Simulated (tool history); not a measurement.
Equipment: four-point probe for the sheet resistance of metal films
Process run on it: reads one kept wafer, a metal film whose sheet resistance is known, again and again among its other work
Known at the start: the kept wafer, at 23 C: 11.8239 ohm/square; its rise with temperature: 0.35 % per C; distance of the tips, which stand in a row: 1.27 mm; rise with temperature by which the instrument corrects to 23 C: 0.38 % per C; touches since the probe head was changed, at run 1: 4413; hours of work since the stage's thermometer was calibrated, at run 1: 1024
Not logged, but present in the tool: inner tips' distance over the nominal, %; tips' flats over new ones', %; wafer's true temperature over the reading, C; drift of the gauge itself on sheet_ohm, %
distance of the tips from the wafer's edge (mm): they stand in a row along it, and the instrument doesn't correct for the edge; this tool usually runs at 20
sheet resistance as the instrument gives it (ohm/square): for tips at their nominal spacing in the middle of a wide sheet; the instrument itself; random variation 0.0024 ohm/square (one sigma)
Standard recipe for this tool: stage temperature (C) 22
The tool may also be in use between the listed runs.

run,day,stage temperature (C),distance of the tips from the wafer's edge (mm),touches since the probe head was changed,hours of work since the stage's thermometer was calibrated,sheet resistance as the instrument gives it (ohm/square)
1,0,22,20,4413,1024,11.853985
2,4.058,22,20,5850,1064,11.85296
3,6.7,32,20,6785,1090,11.818087
4,11.938,22,20,8639,1142,11.851888
5,14.729,22,20,9626,1169,11.852913
6,18.925,22,20,11111,1211,11.851903
7,23.833,22,20,12850,1259,11.847907
8,26.675,22,20,13855,1287,11.853856
9,30.346,20,15,15154,1324,11.882052
10,33.008,19,15,16097,1350,11.884814
11,35.758,28,6,17071,1377,12.090534
12,39.429,28,6,18370,1413,12.085357
13,42.271,28,6,19376,1442,12.085304
14,47.058,34,6,21071,1489,12.074044
15,50.95,32,7,22449,1527,12.00673
16,55.567,33,46,24082,1573,11.798437

Here are 4 independent what-if runs from the current tool condition. What would each one return?
# day 58.2: stage's thermometer calibrated
A,60.542,30,44,25836,23,?
# day 58.2: stage's thermometer calibrated
B,60.542,27,46,25836,23,?
# day 58.2: stage's thermometer calibrated
C,60.542,19,46,25836,23,?
# day 58.2: stage's thermometer calibrated
D,60.542,22,33,25836,23,?

run,sheet resistance as the instrument gives it (ohm/square)
A,11.809233
B,11.818899
C,11.841265
D,11.839873
Take away the tool's hidden state, keep each run's random variation, and the runs would have read:
run,sheet resistance as the instrument gives it (ohm/square)
A,11.808127
B,11.817792
C,11.840156
D,11.838764

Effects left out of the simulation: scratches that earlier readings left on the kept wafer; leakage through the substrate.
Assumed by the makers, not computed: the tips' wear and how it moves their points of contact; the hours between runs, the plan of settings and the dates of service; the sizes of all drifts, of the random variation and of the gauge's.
